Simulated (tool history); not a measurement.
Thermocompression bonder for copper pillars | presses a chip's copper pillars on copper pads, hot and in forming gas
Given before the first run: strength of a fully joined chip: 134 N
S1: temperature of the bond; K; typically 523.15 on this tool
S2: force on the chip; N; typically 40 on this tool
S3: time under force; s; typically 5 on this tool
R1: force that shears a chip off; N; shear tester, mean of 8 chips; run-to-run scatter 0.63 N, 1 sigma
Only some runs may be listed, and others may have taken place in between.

{"run": 1, "hour": 0.0, "S1": 523.15, "S2": 40, "S3": 5, "R1": 66.4}
{"run": 2, "hour": 16.9, "S1": 523.15, "S2": 40, "S3": 5, "R1": 65.7}
{"run": 3, "hour": 28.3, "S1": 523.15, "S2": 40, "S3": 5, "R1": 66.2}
{"hour": 33.3, "done": "forming gas filter changed"}
{"run": 4, "hour": 36.9, "S1": 523.15, "S2": 40, "S3": 5, "R1": 71.5}
{"run": 5, "hour": 46.7, "S1": 523.15, "S2": 40, "S3": 5, "R1": 70.8}
{"run": 6, "hour": 56.9, "S1": 521.15, "S2": 40, "S3": 5, "R1": 68.9}
{"run": 7, "hour": 75.5, "S1": 523.15, "S2": 40, "S3": 5, "R1": 71.3}
{"run": 8, "hour": 88.2, "S1": 523.15, "S2": 40, "S3": 5, "R1": 69.9}
{"run": 9, "hour": 97.1, "S1": 523.15, "S2": 40, "S3": 5, "R1": 70.2}
{"run": 10, "hour": 104.7, "S1": 523.15, "S2": 27, "S3": 5, "R1": 55.5}
{"run": 11, "hour": 114.3, "S1": 523.15, "S2": 27, "S3": 5, "R1": 55.2}
{"run": 12, "hour": 123.1, "S1": 523.15, "S2": 27, "S3": 5, "R1": 55.8}
{"run": 13, "hour": 136.5, "S1": 523.15, "S2": 27, "S3": 5, "R1": 55.6}
{"run": 14, "hour": 148.1, "S1": 523.15, "S2": 40, "S3": 5, "R1": 69.5}
{"run": 15, "hour": 155.5, "S1": 523.15, "S2": 40, "S3": 5, "R1": 69.9}
{"run": 16, "hour": 172.9, "S1": 523.15, "S2": 40, "S3": 5, "R1": 69.4}
{"hour": 181.3, "done": "heater calibrated with a thermocouple chip"}
{"run": 17, "hour": 185.9, "S1": 523.15, "S2": 40, "S3": 5, "R1": 74.1}
{"run": 18, "hour": 203.2, "S1": 523.15, "S2": 40, "S3": 5, "R1": 74.6}
{"run": 19, "hour": 213.4, "S1": 523.15, "S2": 40, "S3": 7, "R1": 83.2}
{"run": 20, "hour": 230.4, "S1": 523.15, "S2": 40, "S3": 7, "R1": 82.9}
{"run": 21, "hour": 240.4, "S1": 523.15, "S2": 40, "S3": 7, "R1": 82.1}
{"run": 22, "hour": 250.6, "S1": 523.15, "S2": 40, "S3": 7, "R1": 82.8}
{"run": 23, "hour": 264.8, "S1": 552.15, "S2": 33, "S3": 5, "R1": 85.9}
{"run": 24, "hour": 279.8, "S1": 515.15, "S2": 28, "S3": 5, "R1": 56.5}
{"run": 25, "hour": 298.4, "S1": 517.15, "S2": 32, "S3": 4, "R1": 56.7}
{"run": 26, "hour": 310.8, "S1": 517.15, "S2": 32, "S3": 4, "R1": 56.8}
{"run": 27, "hour": 324.0, "S1": 524.15, "S2": 40, "S3": 5, "R1": 74.3}
{"run": 28, "hour": 333.2, "S1": 513.15, "S2": 51, "S3": 5, "R1": 76.5}
{"run": 29, "hour": 345.9, "S1": 538.15, "S2": 27, "S3": 3, "R1": 56.7}
{"run": 30, "hour": 364.2, "S1": 552.15, "S2": 24, "S3": 5, "R1": 71.8}
{"run": 31, "hour": 381.5, "S1": 495.15, "S2": 25, "S3": 4, "R1": 36.7}
{"run": 32, "hour": 393.8, "S1": 495.15, "S2": 25, "S3": 4, "R1": 37.0}
{"run": 33, "hour": 403.4, "S1": 495.15, "S2": 25, "S3": 4, "R1": 36.4}
{"run": 34, "hour": 419.0, "S1": 495.15, "S2": 25, "S3": 4, "R1": 36.4}

What will run 35 give?
{"run": 35, "hour": 432.1, "S1": 522.15, "S2": 25, "S3": 4, "R1": "?"}

Run 35 gave R1 50.0 N.
Minus the tool's unlogged condition, the same run would have read R1 53.4 N.
